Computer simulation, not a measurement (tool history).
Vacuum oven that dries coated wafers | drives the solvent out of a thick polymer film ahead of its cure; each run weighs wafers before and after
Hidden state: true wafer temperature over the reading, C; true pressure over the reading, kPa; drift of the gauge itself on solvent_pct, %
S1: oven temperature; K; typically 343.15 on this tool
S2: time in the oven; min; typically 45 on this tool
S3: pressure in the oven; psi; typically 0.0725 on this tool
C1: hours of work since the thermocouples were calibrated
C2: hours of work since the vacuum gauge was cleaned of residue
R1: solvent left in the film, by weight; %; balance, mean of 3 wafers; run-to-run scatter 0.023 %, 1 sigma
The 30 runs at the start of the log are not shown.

Run 31, hour 1148.8: usual settings but S1 338.15 K, S2 43 min, S3 0.0363 psi; C1 1069; C2 1456. Result: R1 2.61 %.
Run 32, hour 1199.8: usual settings but S1 337.15 K, S2 60 min, S3 0.0969 psi; C1 1102; C2 1489. Result: R1 1.82 %.
Run 33, hour 1245.9: usual settings but S1 344.15 K, S2 33 min, S3 0.0847 psi; C1 1131; C2 1518. Result: R1 2.64 %.
Run 34, hour 1285.9: usual settings but S1 330.15 K, S3 0.0489 psi; C1 1157; C2 1544. Result: R1 4.15 %.
Run 35, hour 1336.7: usual settings but S1 339.15 K, S3 0.1758 psi; C1 1189; C2 1576. Result: R1 2.67 %.
Run 36, hour 1367.7: usual settings but S2 74 min, S3 0.1394 psi; C1 1209; C2 1596. Result: R1 0.87 %.
Run 37, hour 1405.5: usual settings but S1 346.15 K, S2 24 min, S3 0.0779 psi; C1 1233; C2 1620. Result: R1 3.60 %.
Run 38, hour 1435.8: usual settings but S1 346.15 K, S2 24 min, S3 0.0779 psi; C1 1253; C2 1640. Result: R1 3.56 %.
Run 39, hour 1458.4: usual settings but S1 346.15 K, S2 24 min, S3 0.0779 psi; C1 1267; C2 1654. Result: R1 3.53 %.
Run 40, hour 1494.5: usual settings but S1 346.15 K, S2 24 min, S3 0.0600 psi; C1 1290; C2 1677. Result: R1 3.56 %.
Run 41, hour 1523.7: usual settings but S1 347.15 K, S2 24 min, S3 0.0484 psi; C1 1309; C2 1696. Result: R1 3.27 %.
Run 42, hour 1553.0: usual settings but S1 334.15 K, S3 0.0486 psi; C1 1328; C2 1714. Result: R1 3.38 %.

Alternative continuations, all from the tool just after run 42; predict every row:
Run A, hour 1583.4: usual settings but S1 334.15 K, S2 35 min, S3 0.2071 psi; C1 1347; C2 1734. Result: R1 ?.
Run B, hour 1583.4: usual settings but S2 40 min; C1 1347; C2 1734. Result: R1 ?.
Run C, hour 1583.4: usual settings but S1 339.15 K, S2 72 min, S3 0.1139 psi; C1 1347; C2 1734. Result: R1 ?.
Run D, hour 1583.4: usual settings but S1 349.15 K; C1 1347; C2 1734. Result: R1 ?.
Run E, hour 1583.4: usual settings but S2 56 min; C1 1347; C2 1734. Result: R1 ?.

run    R1
  A  4.84
  B  2.17
  C  1.29
  D  1.03
  E  1.24
With no hidden state in the tool, these same runs would have given:
run    R1
  A  4.18
  B  1.68
  C  0.85
  D  0.70
  E  0.84
